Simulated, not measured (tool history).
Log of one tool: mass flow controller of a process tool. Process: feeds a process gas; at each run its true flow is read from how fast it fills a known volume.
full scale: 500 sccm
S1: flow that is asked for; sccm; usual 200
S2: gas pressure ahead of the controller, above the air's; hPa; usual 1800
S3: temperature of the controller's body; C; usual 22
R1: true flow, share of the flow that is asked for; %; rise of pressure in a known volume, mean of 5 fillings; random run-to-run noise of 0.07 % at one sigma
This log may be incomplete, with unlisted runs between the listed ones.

| run | hour | S1 | S2 | S3 | R1 |
|---|---|---|---|---|---|
| 1 | 0.0 | 200 | 1800 | 22 | 98.31 |
| 2 | 149.9 | 200 | 1800 | 22 | 98.09 |
| 3 | 356.6 | 161 | 1800 | 22 | 98.29 |
| 4 | 519.4 | 161 | 1800 | 22 | 98.23 |
| 5 | 723.2 | 161 | 1800 | 22 | 98.46 |
| 6 | 913.3 | 161 | 1800 | 22 | 98.14 |
| 7 | 1062.6 | 161 | 1800 | 22 | 98.16 |
| 8 | 1276.8 | 53 | 1800 | 22 | 99.85 |
| 9 | 1509.3 | 200 | 1800 | 22 | 98.22 |
| 10 | 1763.4 | 200 | 1800 | 29 | 98.82 |
| 11 | 2008.5 | 200 | 1800 | 22 | 98.13 |
| 12 | 2267.3 | 200 | 1800 | 22 | 97.95 |
| 13 | 2439.2 | 200 | 1800 | 22 | 98.02 |
| 14 | 2618.3 | 200 | 1800 | 22 | 97.98 |
|  | 2723.1 | controller's zero set anew |
| 15 | 2825.9 | 230 | 1800 | 22 | 97.43 |
| 16 | 3062.8 | 200 | 1660 | 22 | 97.39 |
| 17 | 3241.6 | 200 | 1800 | 22 | 97.42 |
| 18 | 3510.3 | 200 | 1800 | 22 | 97.37 |
| 19 | 3744.2 | 200 | 1800 | 22 | 97.24 |
| 20 | 3853.9 | 200 | 1800 | 22 | 97.24 |
| 21 | 4009.6 | 151 | 1800 | 22 | 97.34 |
| 22 | 4158.9 | 151 | 1800 | 22 | 97.24 |
| 23 | 4313.2 | 200 | 1800 | 22 | 97.23 |
| 24 | 4423.6 | 200 | 1800 | 22 | 97.06 |
| 25 | 4547.4 | 70 | 1660 | 22 | 97.34 |
| 26 | 4801.0 | 70 | 1660 | 22 | 97.45 |
| 27 | 4960.8 | 132 | 1570 | 21 | 97.18 |
| 28 | 5134.5 | 200 | 1860 | 24 | 97.35 |
| 29 | 5377.1 | 200 | 1860 | 24 | 97.41 |
| 30 | 5503.8 | 200 | 2080 | 22 | 97.27 |
| 31 | 5625.1 | 200 | 2080 | 22 | 97.27 |
| 32 | 5798.6 | 200 | 2080 | 22 | 97.09 |
| 33 | 5933.2 | 200 | 2080 | 22 | 97.19 |
| 34 | 6043.8 | 200 | 2490 | 24 | 97.47 |
| 35 | 6170.6 | 89 | 2260 | 25 | 97.72 |
| 36 | 6407.6 | 146 | 1460 | 35 | 98.44 |
|  | 6462.8 | controller exchanged for a calibrated one |
| 37 | 6526.5 | 143 | 1800 | 24 | 99.03 |
| 38 | 6680.8 | 493 | 2440 | 20 | 99.45 |
| 39 | 6817.4 | 493 | 2020 | 25 | 99.83 |
| 40 | 6989.1 | 493 | 2020 | 25 | 99.90 |
| 41 | 7122.7 | 200 | 1680 | 22 | 98.76 |
| 42 | 7236.9 | 168 | 2690 | 22 | 98.88 |
| 43 | 7355.9 | 168 | 2690 | 22 | 98.97 |
| 44 | 7529.6 | 168 | 2690 | 22 | 98.98 |
| 45 | 7671.1 | 168 | 2690 | 22 | 98.86 |
| 46 | 7845.9 | 186 | 1960 | 22 | 98.69 |
| 47 | 7995.8 | 186 | 1960 | 22 | 98.79 |

Below are 3 alternative next runs, each starting from the tool's condition after run 47. Predict each:
| A | 8127.8 | 55 | 2410 | 25 | ? |
| B | 8127.8 | 220 | 1800 | 22 | ? |
| C | 8127.8 | 419 | 1460 | 22 | ? |

| run | R1 |
|---|---|
| A | 99.37 |
| B | 98.73 |
| C | 99.01 |
Without the tool's unlogged condition, the same runs would have read:
| run | R1 |
|---|---|
| A | 99.16 |
| B | 98.96 |
| C | 99.31 |

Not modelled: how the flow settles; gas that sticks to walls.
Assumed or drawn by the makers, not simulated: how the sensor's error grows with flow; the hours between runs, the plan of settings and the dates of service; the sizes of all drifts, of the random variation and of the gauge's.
